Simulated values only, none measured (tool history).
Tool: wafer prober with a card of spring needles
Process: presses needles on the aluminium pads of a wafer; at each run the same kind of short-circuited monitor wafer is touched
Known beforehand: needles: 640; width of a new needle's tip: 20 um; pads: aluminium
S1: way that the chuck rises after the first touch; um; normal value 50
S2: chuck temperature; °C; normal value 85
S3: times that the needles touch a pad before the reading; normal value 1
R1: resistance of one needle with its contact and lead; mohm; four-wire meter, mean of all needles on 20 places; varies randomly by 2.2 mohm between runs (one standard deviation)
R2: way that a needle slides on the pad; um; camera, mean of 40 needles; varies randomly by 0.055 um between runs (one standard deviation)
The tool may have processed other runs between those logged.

Run 1, hour 0: usual settings. Result: R1 252 mohm, R2 13.75 um.
At hour 1.6: tips cleaned on abrasive film.
At hour 7.9: tips cleaned on abrasive film.
At hour 15.8: tips cleaned on abrasive film.
At hour 23.6: tips cleaned on abrasive film.
Run 2, hour 24.1: usual settings. Result: R1 248 mohm, R2 13.74 um.
At hour 30.4: tips cleaned on abrasive film.
At hour 38.2: tips cleaned on abrasive film.
Run 3, hour 40.1: usual settings. Result: R1 250 mohm, R2 13.81 um.
At hour 44.8: tips cleaned on abrasive film.
At hour 52.5: tips cleaned on abrasive film.
At hour 58.8: tips cleaned on abrasive film.
Run 4, hour 59.2: usual settings. Result: R1 254 mohm, R2 13.75 um.
At hour 65.5: tips cleaned on abrasive film.
At hour 71.8: tips cleaned on abrasive film.
At hour 79.6: tips cleaned on abrasive film.
Run 5, hour 80.3: usual settings. Result: R1 252 mohm, R2 13.77 um.
At hour 86.5: tips cleaned on abrasive film.
At hour 94.3: tips cleaned on abrasive film.
At hour 102.1: tips cleaned on abrasive film.
Run 6, hour 106.5: usual settings but S1 32 um. Result: R1 270 mohm, R2 8.78 um.
At hour 109.7: tips cleaned on abrasive film.
At hour 117.6: tips cleaned on abrasive film.
At hour 125.3: tips cleaned on abrasive film.
At hour 131.6: tips cleaned on abrasive film.
At hour 138.8: tips cleaned on abrasive film.
Run 7, hour 138.8: usual settings. Result: R1 252 mohm, R2 13.73 um.
At hour 145.1: tips cleaned on abrasive film.
At hour 152.9: tips cleaned on abrasive film.
Run 8, hour 155.2: usual settings. Result: R1 250 mohm, R2 13.8 um.
At hour 159.9: tips cleaned on abrasive film.
At hour 167.8: tips cleaned on abrasive film.
Run 9, hour 169.8: usual settings but S1 36 um. Result: R1 255 mohm, R2 9.83 um.
At hour 174.6: tips cleaned on abrasive film.
At hour 179.5: height of the first contact set anew.
At hour 182.7: tips cleaned on abrasive film.
At hour 190.4: tips cleaned on abrasive film.
At hour 198.3: tips cleaned on abrasive film.
Run 10, hour 199.5: usual settings. Result: R1 248 mohm, R2 13.81 um.
At hour 205.8: tips cleaned on abrasive film.
At hour 213.6: tips cleaned on abrasive film.
Run 11, hour 217.8: usual settings. Result: R1 251 mohm, R2 13.7 um.
At hour 221: tips cleaned on abrasive film.
At hour 227.3: tips cleaned on abrasive film.
At hour 235.1: tips cleaned on abrasive film.
At hour 242.9: tips cleaned on abrasive film.
At hour 250.7: tips cleaned on abrasive film.
Run 12, hour 254.1: usual settings. Result: R1 250 mohm, R2 13.81 um.
At hour 257.3: tips cleaned on abrasive film.
At hour 265.2: tips cleaned on abrasive film.
At hour 271.4: tips cleaned on abrasive film.
At hour 277.7: tips cleaned on abrasive film.
At hour 285.4: tips cleaned on abrasive film.
Run 13, hour 285.4: usual settings but S3 3. Result: R1 250 mohm, R2 13.93 um.
At hour 291.7: tips cleaned on abrasive film.
At hour 299.5: tips cleaned on abrasive film.
At hour 307.3: tips cleaned on abrasive film.
Run 14, hour 308.1: usual settings but S3 2. Result: R1 252 mohm, R2 13.71 um.
At hour 314.4: tips cleaned on abrasive film.
At hour 320.7: tips cleaned on abrasive film.
Run 15, hour 325: usual settings but S1 56 um, S2 39 °C, S3 2. Result: R1 237 mohm, R2 15.39 um.
At hour 328.1: tips cleaned on abrasive film.
At hour 336: tips cleaned on abrasive film.
At hour 342.3: tips cleaned on abrasive film.
At hour 350.1: tips cleaned on abrasive film.
Run 16, hour 353.9: usual settings but S2 35 °C. Result: R1 237 mohm, R2 13.78 um.
At hour 357.1: tips cleaned on abrasive film.
At hour 364.8: tips cleaned on abrasive film.
Run 17, hour 369.2: usual settings but S2 116 °C, S3 2. Result: R1 261 mohm, R2 13.78 um.
At hour 372.3: tips cleaned on abrasive film.
At hour 380.1: tips cleaned on abrasive film.
At hour 388: tips cleaned on abrasive film.
At hour 391.4: height of the first contact set anew.
At hour 394.6: tips cleaned on abrasive film.
Run 18, hour 398: usual settings but S1 54 um, S2 116 °C, S3 2. Result: R1 258 mohm, R2 14.95 um.
At hour 401.2: tips cleaned on abrasive film.
At hour 409: tips cleaned on abrasive film.
At hour 416.8: tips cleaned on abrasive film.
Run 19, hour 417.3: usual settings but S1 55 um, S2 39 °C. Result: R1 238 mohm, R2 15.07 um.
At hour 423.6: tips cleaned on abrasive film.
At hour 431.3: tips cleaned on abrasive film.
At hour 439.2: tips cleaned on abrasive film.
At hour 445.5: tips cleaned on abrasive film.
Run 20, hour 451.5: usual settings but S1 32 um. Result: R1 271 mohm, R2 8.82 um.
At hour 453.2: tips cleaned on abrasive film.
At hour 459.5: tips cleaned on abrasive film.
At hour 465.8: tips cleaned on abrasive film.
Run 21, hour 469.5: usual settings but S1 45 um, S2 70 °C. Result: R1 252 mohm, R2 12.38 um.
At hour 472.6: tips cleaned on abrasive film.
At hour 478.9: tips cleaned on abrasive film.
At hour 486.7: tips cleaned on abrasive film.
At hour 494.6: tips cleaned on abrasive film.
Run 22, hour 500.4: usual settings but S1 45 um, S2 70 °C. Result: R1 250 mohm, R2 12.44 um.
At hour 502: tips cleaned on abrasive film.
At hour 508.3: tips cleaned on abrasive film.
At hour 516.1: tips cleaned on abrasive film.
At hour 523.9: tips cleaned on abrasive film.
At hour 530.2: tips cleaned on abrasive film.
Run 23, hour 535.8: usual settings but S1 45 um, S2 70 °C. Result: R1 249 mohm, R2 12.42 um.
At hour 537.4: tips cleaned on abrasive film.
At hour 545.2: tips cleaned on abrasive film.
At hour 553.1: tips cleaned on abrasive film.
At hour 560.9: tips cleaned on abrasive film.
Run 24, hour 564.7: usual settings but S1 45 um, S2 70 °C. Result: R1 257 mohm, R2 12.38 um.
At hour 567.9: tips cleaned on abrasive film.
At hour 575.7: tips cleaned on abrasive film.
At hour 583.6: tips cleaned on abrasive film.
At hour 589.9: tips cleaned on abrasive film.
Run 25, hour 591.7: usual settings but S1 45 um, S2 70 °C. Result: R1 253 mohm, R2 12.4 um.
At hour 596.5: tips cleaned on abrasive film.
At hour 603: height of the first contact set anew.
At hour 604.6: tips cleaned on abrasive film.
At hour 610.9: tips cleaned on abrasive film.
At hour 618.7: tips cleaned on abrasive film.
Run 26, hour 619.6: usual settings but S1 32 um, S2 35 °C, S3 2. Result: R1 250 mohm, R2 8.8 um.

Each row is a separate what-if for the run after 26, all from the same tool condition, not one after another. Results?
At hour 625.9: tips cleaned on abrasive film.
At hour 632.1: tips cleaned on abrasive film.
At hour 640: tips cleaned on abrasive film.
At hour 647.8: tips cleaned on abrasive film.
Run A, hour 651.7: usual settings but S2 30 °C, S3 2. Result: R1 ?, R2 ?.
At hour 625.9: tips cleaned on abrasive film.
At hour 632.1: tips cleaned on abrasive film.
At hour 640: tips cleaned on abrasive film.
At hour 647.8: tips cleaned on abrasive film.
Run B, hour 651.7: usual settings but S1 47 um, S2 82 °C, S3 2. Result: R1 ?, R2 ?.
At hour 625.9: tips cleaned on abrasive film.
At hour 632.1: tips cleaned on abrasive film.
At hour 640: tips cleaned on abrasive film.
At hour 647.8: tips cleaned on abrasive film.
Run C, hour 651.7: usual settings but S1 33 um, S2 34 °C. Result: R1 ?, R2 ?.
At hour 625.9: tips cleaned on abrasive film.
At hour 632.1: tips cleaned on abrasive film.
At hour 640: tips cleaned on abrasive film.
At hour 647.8: tips cleaned on abrasive film.
Run D, hour 651.7: usual settings but S2 100 °C. Result: R1 ?, R2 ?.
At hour 625.9: tips cleaned on abrasive film.
At hour 632.1: tips cleaned on abrasive film.
At hour 640: tips cleaned on abrasive film.
At hour 647.8: tips cleaned on abrasive film.
Run E, hour 651.7: usual settings but S1 41 um. Result: R1 ?, R2 ?.

run   R1     R2
  A  236  13.88
  B  251  12.96
  C  253   9.03
  D  252  13.77
  E  257  11.25
With no hidden state in the tool, these same runs would have given:
run   R1     R2
  A  236  13.88
  B  251  12.96
  C  253   9.03
  D  252  13.77
  E  257  11.25

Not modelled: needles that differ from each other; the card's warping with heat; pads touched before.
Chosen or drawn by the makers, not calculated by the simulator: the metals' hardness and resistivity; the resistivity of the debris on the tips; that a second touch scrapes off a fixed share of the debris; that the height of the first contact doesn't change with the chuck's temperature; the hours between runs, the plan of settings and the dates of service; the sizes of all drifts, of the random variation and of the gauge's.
